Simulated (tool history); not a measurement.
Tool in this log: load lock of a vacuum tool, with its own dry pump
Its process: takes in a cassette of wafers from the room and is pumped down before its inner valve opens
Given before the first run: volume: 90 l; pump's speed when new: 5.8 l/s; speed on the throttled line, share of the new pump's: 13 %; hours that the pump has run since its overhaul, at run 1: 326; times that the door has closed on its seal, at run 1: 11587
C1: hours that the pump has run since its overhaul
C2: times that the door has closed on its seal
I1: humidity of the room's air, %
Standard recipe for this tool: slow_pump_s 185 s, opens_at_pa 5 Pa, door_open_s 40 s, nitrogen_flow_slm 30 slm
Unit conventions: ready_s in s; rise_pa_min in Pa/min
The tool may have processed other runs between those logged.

run 1 hour=0.0 | slow_pump_s=185 opens_at_pa=5 door_open_s=40 nitrogen_flow_slm=30 | C1=326 C2=11587 | I1=46.8 | ready_s=314.0 rise_pa_min=0.286
run 2 hour=213.7 | slow_pump_s=185 opens_at_pa=5 door_open_s=40 nitrogen_flow_slm=40 | C1=540 C2=12300 | I1=46.3 | ready_s=315.6 rise_pa_min=0.298
run 3 hour=549.9 | slow_pump_s=185 opens_at_pa=5 door_open_s=112 nitrogen_flow_slm=30 | C1=876 C2=13421 | I1=39.3 | ready_s=313.8 rise_pa_min=0.350
run 4 hour=826.9 | slow_pump_s=185 opens_at_pa=5 door_open_s=40 nitrogen_flow_slm=15 | C1=1153 C2=14344 | I1=43.4 | ready_s=314.6 rise_pa_min=0.372
run 5 hour=1045.7 | slow_pump_s=185 opens_at_pa=5 door_open_s=40 nitrogen_flow_slm=15 | C1=1372 C2=15074 | I1=47.4 | ready_s=315.0 rise_pa_min=0.394
run 6 hour=1347.2 | slow_pump_s=185 opens_at_pa=5 door_open_s=40 nitrogen_flow_slm=30 | C1=1673 C2=16079 | I1=46.1 | ready_s=318.0 rise_pa_min=0.433
run 7 hour=1682.2 | slow_pump_s=185 opens_at_pa=5 door_open_s=130 nitrogen_flow_slm=30 | C1=2008 C2=17195 | I1=45.3 | ready_s=315.4 rise_pa_min=0.490
run 8 hour=1848.5 | slow_pump_s=185 opens_at_pa=5 door_open_s=130 nitrogen_flow_slm=30 | C1=2175 C2=17750 | I1=42.9 | ready_s=319.2 rise_pa_min=0.501
run 9 hour=2020.6 | slow_pump_s=185 opens_at_pa=5 door_open_s=40 nitrogen_flow_slm=30 | C1=2347 C2=18324 | I1=44.7 | ready_s=319.6 rise_pa_min=0.519
run 10 hour=2247.6 | slow_pump_s=185 opens_at_pa=5 door_open_s=40 nitrogen_flow_slm=30 | C1=2574 C2=19080 | I1=41.4 | ready_s=317.3 rise_pa_min=0.537
run 11 hour=2516.8 | slow_pump_s=185 opens_at_pa=5 door_open_s=40 nitrogen_flow_slm=30 | C1=2843 C2=19978 | I1=45.2 | ready_s=320.3 rise_pa_min=0.590
-- hour=2541.5 door's seal changed, seat wiped
run 12 hour=2749.5 | slow_pump_s=185 opens_at_pa=5 door_open_s=40 nitrogen_flow_slm=30 | C1=3074 C2=694 | I1=46.3 | ready_s=317.4 rise_pa_min=0.019
run 13 hour=2914.9 | slow_pump_s=241 opens_at_pa=5 door_open_s=40 nitrogen_flow_slm=30 | C1=3239 C2=1245 | I1=43.5 | ready_s=368.6 rise_pa_min=0.027
run 14 hour=3138.2 | slow_pump_s=241 opens_at_pa=5 door_open_s=40 nitrogen_flow_slm=30 | C1=3463 C2=1989 | I1=45.3 | ready_s=371.3 rise_pa_min=0.031
run 15 hour=3323.5 | slow_pump_s=185 opens_at_pa=5 door_open_s=84 nitrogen_flow_slm=30 | C1=3648 C2=2607 | I1=39.0 | ready_s=323.4 rise_pa_min=0.045
run 16 hour=3677.4 | slow_pump_s=144 opens_at_pa=5 door_open_s=40 nitrogen_flow_slm=30 | C1=4002 C2=3787 | I1=44.4 | ready_s=284.9 rise_pa_min=0.060
run 17 hour=3869.2 | slow_pump_s=185 opens_at_pa=7 door_open_s=40 nitrogen_flow_slm=30 | C1=4194 C2=4427 | I1=47.5 | ready_s=317.8 rise_pa_min=0.066
run 18 hour=4033.0 | slow_pump_s=185 opens_at_pa=5 door_open_s=40 nitrogen_flow_slm=39 | C1=4358 C2=4973 | I1=42.3 | ready_s=320.3 rise_pa_min=0.069
run 19 hour=4373.0 | slow_pump_s=170 opens_at_pa=5 door_open_s=40 nitrogen_flow_slm=30 | C1=4698 C2=6106 | I1=44.6 | ready_s=312.8 rise_pa_min=0.099
run 20 hour=4681.9 | slow_pump_s=361 opens_at_pa=6 door_open_s=40 nitrogen_flow_slm=30 | C1=5006 C2=7136 | I1=44.9 | ready_s=469.8 rise_pa_min=0.119
run 21 hour=5013.0 | slow_pump_s=239 opens_at_pa=8 door_open_s=64 nitrogen_flow_slm=14 | C1=5338 C2=8240 | I1=46.9 | ready_s=365.3 rise_pa_min=0.149
run 22 hour=5390.4 | slow_pump_s=265 opens_at_pa=5 door_open_s=136 nitrogen_flow_slm=30 | C1=5715 C2=9498 | I1=45.4 | ready_s=395.8 rise_pa_min=0.188
run 23 hour=5749.1 | slow_pump_s=265 opens_at_pa=8 door_open_s=71 nitrogen_flow_slm=30 | C1=6074 C2=10694 | I1=45.7 | ready_s=387.3 rise_pa_min=0.216
run 24 hour=6130.8 | slow_pump_s=111 opens_at_pa=6 door_open_s=40 nitrogen_flow_slm=4 | C1=6455 C2=11966 | I1=45.7 | ready_s=262.6 rise_pa_min=0.250
run 25 hour=6403.1 | slow_pump_s=111 opens_at_pa=6 door_open_s=44 nitrogen_flow_slm=5 | C1=6728 C2=12874 | I1=41.9 | ready_s=261.8 rise_pa_min=0.278
run 26 hour=6748.2 | slow_pump_s=111 opens_at_pa=6 door_open_s=44 nitrogen_flow_slm=5 | C1=7073 C2=14025 | I1=42.9 | ready_s=265.1 rise_pa_min=0.316
run 27 hour=6949.6 | slow_pump_s=111 opens_at_pa=6 door_open_s=44 nitrogen_flow_slm=5 | C1=7274 C2=14696 | I1=45.6 | ready_s=263.1 rise_pa_min=0.343
run 28 hour=7267.9 | slow_pump_s=185 opens_at_pa=5 door_open_s=40 nitrogen_flow_slm=30 | C1=7592 C2=15757 | I1=43.9 | ready_s=331.6 rise_pa_min=0.370
run 29 hour=7558.1 | slow_pump_s=295 opens_at_pa=5 door_open_s=40 nitrogen_flow_slm=30 | C1=7883 C2=16725 | I1=43.5 | ready_s=426.4 rise_pa_min=0.414
run 30 hour=7924.2 | slow_pump_s=295 opens_at_pa=5 door_open_s=40 nitrogen_flow_slm=30 | C1=8249 C2=17945 | I1=43.2 | ready_s=431.8 rise_pa_min=0.457
run 31 hour=8083.2 | slow_pump_s=295 opens_at_pa=5 door_open_s=40 nitrogen_flow_slm=30 | C1=8408 C2=18475 | I1=43.9 | ready_s=424.5 rise_pa_min=0.487
run 32 hour=8348.8 | slow_pump_s=295 opens_at_pa=5 door_open_s=40 nitrogen_flow_slm=30 | C1=8673 C2=19361 | I1=44.8 | ready_s=425.7 rise_pa_min=0.519
-- hour=8553.9 door's seal changed, seat wiped
run 33 hour=8579.0 | slow_pump_s=295 opens_at_pa=5 door_open_s=40 nitrogen_flow_slm=7 | C1=8902 C2=83 | I1=46.7 | ready_s=425.9 rise_pa_min=0.024
run 34 hour=8903.7 | slow_pump_s=295 opens_at_pa=9 door_open_s=40 nitrogen_flow_slm=7 | C1=9227 C2=1166 | I1=43.1 | ready_s=423.4 rise_pa_min=0.027
run 35 hour=9258.6 | slow_pump_s=295 opens_at_pa=9 door_open_s=40 nitrogen_flow_slm=7 | C1=9582 C2=2349 | I1=47.0 | ready_s=417.1 rise_pa_min=0.047
run 36 hour=9508.6 | slow_pump_s=295 opens_at_pa=9 door_open_s=28 nitrogen_flow_slm=29 | C1=9832 C2=3182 | I1=44.8 | ready_s=420.6 rise_pa_min=0.050

Below are 3 alternative next runs, each starting from the tool's condition after run 36. Predict each:
run A hour=9766.6 | slow_pump_s=295 opens_at_pa=5 door_open_s=28 nitrogen_flow_slm=29 | C1=10090 C2=4043 | I1=46.7 | ready_s=? rise_pa_min=?
run B hour=9766.6 | slow_pump_s=193 opens_at_pa=10 door_open_s=28 nitrogen_flow_slm=9 | C1=10090 C2=4043 | I1=45.2 | ready_s=? rise_pa_min=?
run C hour=9766.6 | slow_pump_s=295 opens_at_pa=9 door_open_s=28 nitrogen_flow_slm=29 | C1=10090 C2=4043 | I1=47.4 | ready_s=? rise_pa_min=?

run=A ready_s=426.5 rise_pa_min=0.057
run=B ready_s=330.8 rise_pa_min=0.062
run=C ready_s=418.9 rise_pa_min=0.059
Without the tool's unlogged condition, the same runs would have read:
run=A ready_s=406.3 rise_pa_min=0.010
run=B ready_s=310.3 rise_pa_min=0.015
run=C ready_s=400.5 rise_pa_min=0.012

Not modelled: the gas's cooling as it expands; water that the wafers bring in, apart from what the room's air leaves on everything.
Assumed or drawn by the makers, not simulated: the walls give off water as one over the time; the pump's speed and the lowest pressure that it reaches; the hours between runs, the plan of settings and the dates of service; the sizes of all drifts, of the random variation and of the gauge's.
